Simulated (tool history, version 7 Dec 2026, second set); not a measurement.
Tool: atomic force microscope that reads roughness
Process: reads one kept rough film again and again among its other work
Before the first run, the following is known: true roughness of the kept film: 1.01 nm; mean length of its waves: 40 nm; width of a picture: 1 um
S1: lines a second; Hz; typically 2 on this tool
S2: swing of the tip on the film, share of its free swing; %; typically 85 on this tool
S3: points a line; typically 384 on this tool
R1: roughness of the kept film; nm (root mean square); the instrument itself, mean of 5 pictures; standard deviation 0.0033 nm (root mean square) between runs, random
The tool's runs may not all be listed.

run	hour	S1	S2	S3	R1
1	0	2	85	384	0.833
2	66	2	85	384	0.8
# hour 94.6: new tip fitted
3	130.9	2	85	384	0.817
4	169.8	0.69	85	384	0.901
# hour 201.5: new tip fitted
5	225.3	0.69	85	384	0.925
6	277.5	0.69	85	384	0.896
# hour 308.5: new tip fitted
7	341.9	0.69	85	384	0.924
8	405	0.69	85	384	0.899
# hour 416: new tip fitted
9	468.1	0.69	85	384	0.908
# hour 525.3: new tip fitted
10	537.7	2	85	384	0.835
11	609.2	2	85	384	0.809
# hour 631.2: new tip fitted
12	655.2	2	59	384	0.952
13	708.2	2	59	384	0.917
# hour 742.8: new tip fitted
14	763.4	2	59	384	0.955
15	808.3	2	59	384	0.922
# hour 848: new tip fitted
16	848	1.03	59	384	0.983
17	897.4	0.59	80	778	0.944
# hour 953.8: new tip fitted
18	969.2	0.95	65	466	0.962
# hour 1025.9: height scale calibrated on a step standard
19	1028.7	0.95	65	466	0.917
# hour 1062: new tip fitted
20	1077.4	2	74	996	0.874
21	1129.8	2	74	996	0.851
# hour 1173.1: new tip fitted
22	1178.4	1.42	85	362	0.856
23	1259.7	2.75	85	611	0.739
# hour 1278.3: new tip fitted
24	1339.3	2.64	79	978	0.799
# hour 1388.4: new tip fitted
25	1390.9	0.67	76	384	0.944
26	1425.3	0.67	76	384	0.928
# hour 1499.8: new tip fitted
27	1507.1	0.67	76	384	0.938
28	1554.5	0.89	76	384	0.909
# hour 1608.5: new tip fitted
29	1608.5	0.89	76	384	0.937
30	1646	0.89	76	384	0.911
# hour 1716.9: new tip fitted
31	1716.9	2.25	71	639	0.892

What if the next run were any one of these 4? Each begins from the tool's condition after run 31:
A	1772.5	2.25	58	639	?
B	1772.5	3.37	63	692	?
C	1772.5	2	83	683	?
D	1772.5	2	80	384	?

run	R1
A	0.915
B	0.87
C	0.817
D	0.832
With the hidden condition removed and each run's random variation left untouched, the same runs would have given:
run	R1
A	0.939
B	0.892
C	0.838
D	0.854
